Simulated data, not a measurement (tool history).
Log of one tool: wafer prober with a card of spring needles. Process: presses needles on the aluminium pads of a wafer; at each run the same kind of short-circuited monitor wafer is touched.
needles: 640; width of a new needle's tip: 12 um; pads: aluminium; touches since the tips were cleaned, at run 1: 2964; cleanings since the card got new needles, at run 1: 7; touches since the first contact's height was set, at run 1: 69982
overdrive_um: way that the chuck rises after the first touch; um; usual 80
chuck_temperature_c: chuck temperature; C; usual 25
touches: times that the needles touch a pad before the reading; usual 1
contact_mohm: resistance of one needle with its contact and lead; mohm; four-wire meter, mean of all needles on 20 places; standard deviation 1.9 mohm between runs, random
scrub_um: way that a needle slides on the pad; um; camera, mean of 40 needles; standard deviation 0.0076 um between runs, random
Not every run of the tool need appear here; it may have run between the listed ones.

run     day  overdrive_um  chuck_temperature_c  touches  touches since the tips were cleaned  cleanings since the card got new needles  touches since the first contact's height was set  contact_mohm  scrub_um
  1   0.000            80                   25        1                                 2964                                         7                                             69982           205    21.348
      0.608  -- tips cleaned on abrasive film
      1.496  -- tips cleaned on abrasive film
  2   1.792            80                   25        1                                 3525                                         9                                             91175           203    21.379
      2.283  -- tips cleaned on abrasive film
      2.475  -- height of the first contact set anew
  3   2.875            80                   25        1                                 6852                                        10                                              4727           205    21.388
      3.050  -- tips cleaned on abrasive film
      3.942  -- tips cleaned on abrasive film
  4   4.388            80                   25        1                                 5303                                        12                                             22621           205    21.423
      4.846  -- tips cleaned on abrasive film
      5.658  -- tips cleaned on abrasive film
  5   6.133            80                   25        1                                 5624                                        14                                             43211           205    21.435
      6.512  -- tips cleaned on abrasive film
      7.279  -- tips cleaned on abrasive film
  6   7.412            80                   25        1                                 1560                                        16                                             58289           201    21.470
      8.075  -- tips cleaned on abrasive film
      8.942  -- tips cleaned on abrasive film
  7   9.542            80                   25        1                                 7129                                        18                                             83489           202    21.497
      9.717  -- tips cleaned on abrasive film
     10.600  -- tips cleaned on abrasive film
  8  10.671            80                   25        1                                  869                                        20                                             96804           201    21.527
     10.975  -- height of the first contact set anew
     11.371  -- tips cleaned on abrasive film
  9  11.629            80                   25        1                                 3086                                        21                                              7719           203    21.533
     12.146  -- tips cleaned on abrasive film
 10  12.654            80                   25        1                                 6037                                        22                                             19832           202    21.565
     12.979  -- tips cleaned on abrasive film
     13.775  -- tips cleaned on abrasive film
 11  14.192            80                   25        1                                 4952                                        24                                             37987           205    21.580
     14.688  -- tips cleaned on abrasive film
     15.450  -- tips cleaned on abrasive film
     16.204  -- tips cleaned on abrasive film
 12  16.233            80                   25        2                                  366                                        27                                             62084           201    21.608
     16.992  -- tips cleaned on abrasive film
 13  17.475            80                   25        1                                 5745                                        28                                             76743           205    21.614
     17.800  -- tips cleaned on abrasive film
     18.683  -- tips cleaned on abrasive film
 14  19.083            80                   25        1                                 4738                                        30                                             95735           205    21.639
     19.371  -- height of the first contact set anew
     19.558  -- tips cleaned on abrasive film
     20.362  -- tips cleaned on abrasive film
 15  20.508            80                   25        1                                 1738                                        32                                             13387           203    21.664
     21.212  -- tips cleaned on abrasive film
 16  21.812            79                   80        1                                 7126                                        33                                             28807           217    21.421
     22.117  -- tips cleaned on abrasive film
 17  22.729            65                   73        1                                 7262                                        34                                             39665           217    17.640
     22.921  -- tips cleaned on abrasive film
     23.688  -- tips cleaned on abrasive film
 18  23.688            96                   26        2                                    0                                        36                                             50914           205    26.072
     24.475  -- tips cleaned on abrasive film
 19  25.125            65                   57        3                                 7697                                        37                                             67936           213    17.666
     25.254  -- tips cleaned on abrasive film
     26.004  -- tips cleaned on abrasive film
 20  26.454            65                   57        3                                 5348                                        39                                             83652           213    17.678
     26.808  -- tips cleaned on abrasive film
     27.554  -- tips cleaned on abrasive film
     27.883  -- height of the first contact set anew
     28.412  -- tips cleaned on abrasive film
 21  28.483            73                   57        2                                  832                                        42                                              7063           211    19.874
     29.246  -- tips cleaned on abrasive film
     30.071  -- tips cleaned on abrasive film
 22  30.146            73                   57        2                                  869                                        44                                             26680           211    19.918
     30.954  -- tips cleaned on abrasive film
     31.754  -- tips cleaned on abrasive film
 23  32.204            73                   57        2                                 5343                                        46                                             51056           214    19.947
     32.629  -- tips cleaned on abrasive film
     33.396  -- tips cleaned on abrasive film
 24  33.800            73                   57        2                                 4789                                        48                                             69879           210    19.959
     34.162  -- tips cleaned on abrasive film
     34.775  -- gauge calibrated
     34.962  -- tips cleaned on abrasive film
 25  35.288            73                   57        2                                 3858                                        50                                             87443           213    19.496
     35.742  -- tips cleaned on abrasive film
 26  36.196            82                  103        1                                 5362                                        51                                             98155           224    21.922
     36.379  -- height of the first contact set anew
     36.508  -- tips cleaned on abrasive film
     37.371  -- tips cleaned on abrasive film
 27  37.938            62                   91        1                                 6725                                        53                                             18419           220    16.592
     38.129  -- tips cleaned on abrasive film
     38.975  -- tips cleaned on abrasive film
 28  39.321            62                   91        1                                 4090                                        55                                             34739           219    16.604
     39.804  -- tips cleaned on abrasive film
 29  40.512            62                   46        1                                 8403                                        56                                             48819           208    16.617
     40.667  -- tips cleaned on abrasive film
     41.446  -- tips cleaned on abrasive film
 30  41.688            61                   46        1                                 2892                                        58                                             62697           209    16.364

Predict each of these 4 candidate next runs independently; none follows another, all start after run 30:
     42.271  -- tips cleaned on abrasive film
     43.088  -- tips cleaned on abrasive film
  A  43.354            82                   68        1                                 3161                                        60                                             82376             ?         ?
     42.271  -- tips cleaned on abrasive film
     43.088  -- tips cleaned on abrasive film
  B  43.354            80                   25        1                                 3161                                        60                                             82376             ?         ?
     42.271  -- tips cleaned on abrasive film
     43.088  -- tips cleaned on abrasive film
  C  43.354            61                   46        2                                 3161                                        60                                             82376             ?         ?
     42.271  -- tips cleaned on abrasive film
     43.088  -- tips cleaned on abrasive film
  D  43.354            75                   25        2                                 3161                                        60                                             82376             ?         ?

run  contact_mohm  scrub_um
  A           212    22.023
  B           201    21.477
  C           209    16.382
  D           204    20.143
Without the tool's unlogged condition, the same runs would have read:
run  contact_mohm  scrub_um
  A           212    21.889
  B           201    21.345
  C           209    16.282
  D           204    20.020
